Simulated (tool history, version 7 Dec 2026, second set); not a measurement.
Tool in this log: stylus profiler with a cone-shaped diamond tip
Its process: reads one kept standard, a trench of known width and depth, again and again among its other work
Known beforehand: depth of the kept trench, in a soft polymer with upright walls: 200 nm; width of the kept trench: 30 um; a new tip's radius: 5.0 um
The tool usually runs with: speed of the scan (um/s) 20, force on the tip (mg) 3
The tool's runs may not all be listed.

run,hour,speed of the scan (um/s),force on the tip (mg),depth of the trench (angstrom),width of the trench's floor (µm)
1,0,20,3,2026.8,26.53
2,27,20,3,2025.2,26.55
3,69,20,3,2026.8,26.57
4,100.2,20,3,2026.6,26.54
5,143,20,1.34,2013.6,26.47
6,176.2,20,4.2,2031.5,26.46
7,209.2,20,3,2025.3,26.48
8,248.5,20,3,2023.8,26.49
9,295.6,20,1.08,2009.8,26.4
10,322.8,46,3,2023.2,26.42
11,357.4,46,4.13,2031.1,26.38
# hour 360.6: height scale calibrated on a step standard
12,404.4,6,2.9,2022.1,26.4
13,434,6,2.9,2020.8,26.43
# hour 455.7: height scale calibrated on a step standard, once more
14,461.8,6,2.9,2025.2,26.39
15,496.3,20,3.79,2033.4,26.44
16,531.5,20,1.96,2021.3,26.34
17,556.1,20,4.77,2037.3,26.35
18,575.1,7,7.96,2054,26.37
19,607.2,13,7.6,2051.5,26.32

Predict each of these 4 candidate next runs independently; none follows another, all start after run 19:
A,637.8,37,3.44,?,?
B,637.8,6,3,?,?
C,637.8,16,1.29,?,?
D,637.8,29,3,?,?

run,depth of the trench (angstrom),width of the trench's floor (µm)
A,2030.5,26.28
B,2027.3,26.3
C,2015,26.3
D,2028.6,26.32
With the hidden condition removed and each run's random variation left untouched, the same runs would have given:
run,depth of the trench (angstrom),width of the trench's floor (µm)
A,2032.8,27.09
B,2029.6,27.11
C,2017.3,27.11
D,2030.8,27.13

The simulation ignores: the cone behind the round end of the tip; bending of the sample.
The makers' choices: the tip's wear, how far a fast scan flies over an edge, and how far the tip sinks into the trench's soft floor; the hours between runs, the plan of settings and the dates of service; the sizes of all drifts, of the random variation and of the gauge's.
